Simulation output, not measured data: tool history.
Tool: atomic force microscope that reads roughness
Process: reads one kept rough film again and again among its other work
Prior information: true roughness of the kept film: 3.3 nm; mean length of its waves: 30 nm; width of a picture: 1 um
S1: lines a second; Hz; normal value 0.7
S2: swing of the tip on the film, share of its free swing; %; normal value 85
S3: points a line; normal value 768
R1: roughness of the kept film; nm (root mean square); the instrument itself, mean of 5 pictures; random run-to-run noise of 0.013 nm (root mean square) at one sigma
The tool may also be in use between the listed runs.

run	hour	S1	S2	S3	R1
1	0	0.7	85	768	2.951
2	46.9	0.7	85	768	2.851
3	75.4	0.7	85	768	2.795
4	103.3	0.649	85	768	2.736
5	135.3	0.649	85	768	2.685
# hour 143.3: new tip fitted
6	160	0.7	85	500	2.918
7	196.8	0.7	85	768	2.833
8	230.7	0.7	85	768	2.781
9	265.1	0.7	85	768	2.713
# hour 285: new tip fitted
10	304.4	0.7	85	768	2.899
11	352.8	0.7	85	768	2.798
12	388.7	1.957	56	768	2.738
13	419.6	1.831	59	768	2.682
# hour 427.7: new tip fitted
14	456.6	0.512	88	565	2.899
15	488.3	1.238	73	565	2.823
16	510.7	1.418	80	312	2.715
17	546.7	1.418	80	312	2.645
# hour 569: new tip fitted
18	584.5	1.418	80	312	2.82
19	619.3	1.048	74	330	2.827
20	649	0.738	60	768	2.821
21	680.9	0.738	60	768	2.76
# hour 712.6: new tip fitted
22	728.5	1.157	56	387	2.946

What if the next run were any one of these 4? Each begins from the tool's condition after run 22:
A	769.3	0.503	85	431	?
B	769.3	0.535	56	678	?
C	769.3	0.515	85	667	?
D	769.3	2.472	56	387	?

run	R1
A	2.838
B	2.899
C	2.868
D	2.841
Stripped of hidden state, with their random variation kept, the same runs would have yielded:
run	R1
A	2.992
B	3.057
C	3.024
D	2.996
